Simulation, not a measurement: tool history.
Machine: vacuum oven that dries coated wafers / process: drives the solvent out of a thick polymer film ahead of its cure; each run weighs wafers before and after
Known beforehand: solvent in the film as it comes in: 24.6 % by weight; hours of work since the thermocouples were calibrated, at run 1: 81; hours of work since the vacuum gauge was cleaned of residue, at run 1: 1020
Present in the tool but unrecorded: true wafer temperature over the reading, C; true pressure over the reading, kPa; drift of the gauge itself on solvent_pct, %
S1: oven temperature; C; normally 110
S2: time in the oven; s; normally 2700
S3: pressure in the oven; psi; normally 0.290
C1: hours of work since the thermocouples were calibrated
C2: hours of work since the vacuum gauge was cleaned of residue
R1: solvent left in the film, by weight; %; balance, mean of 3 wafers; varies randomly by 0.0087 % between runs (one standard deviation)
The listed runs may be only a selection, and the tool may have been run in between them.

run     day   S1    S2     S3   C1    C2     R1
  1   0.000  110  2700  0.290   81  1020  3.841
      0.279  -- vacuum gauge cleaned of residue and calibrated
  2   1.658  110  2700  0.290  109    24  3.835
  3   3.871  110  2700  0.290  147    62  3.838
  4   5.083  110  2700  0.290  168    83  3.824
  5   6.908  114  2700  0.290  199   114  3.139
  6   8.388  114  2700  0.290  225   140  3.155
  7  10.454  110  1320  0.290  260   175  7.249
  8  12.317  110  2700  0.722  292   207  7.781
  9  14.100  110  3060  0.290  323   238  3.495
 10  15.142  110  2700  0.687  341   256  7.452
 11  16.600  110  2700  0.290  366   281  3.845
 12  18.804  110  1860  0.290  404   319  5.312
 13  19.967  110  1860  0.290  424   339  5.297
 14  21.896  110  2700  0.290  457   373  3.827

What does the tool deliver on the next run?
 15  23.517  113  1860  0.178  485  401   ?

Run 15 produced R1 3.720 %.
The same run, on a tool lacking any hidden state, would have yielded R1 3.720 %.

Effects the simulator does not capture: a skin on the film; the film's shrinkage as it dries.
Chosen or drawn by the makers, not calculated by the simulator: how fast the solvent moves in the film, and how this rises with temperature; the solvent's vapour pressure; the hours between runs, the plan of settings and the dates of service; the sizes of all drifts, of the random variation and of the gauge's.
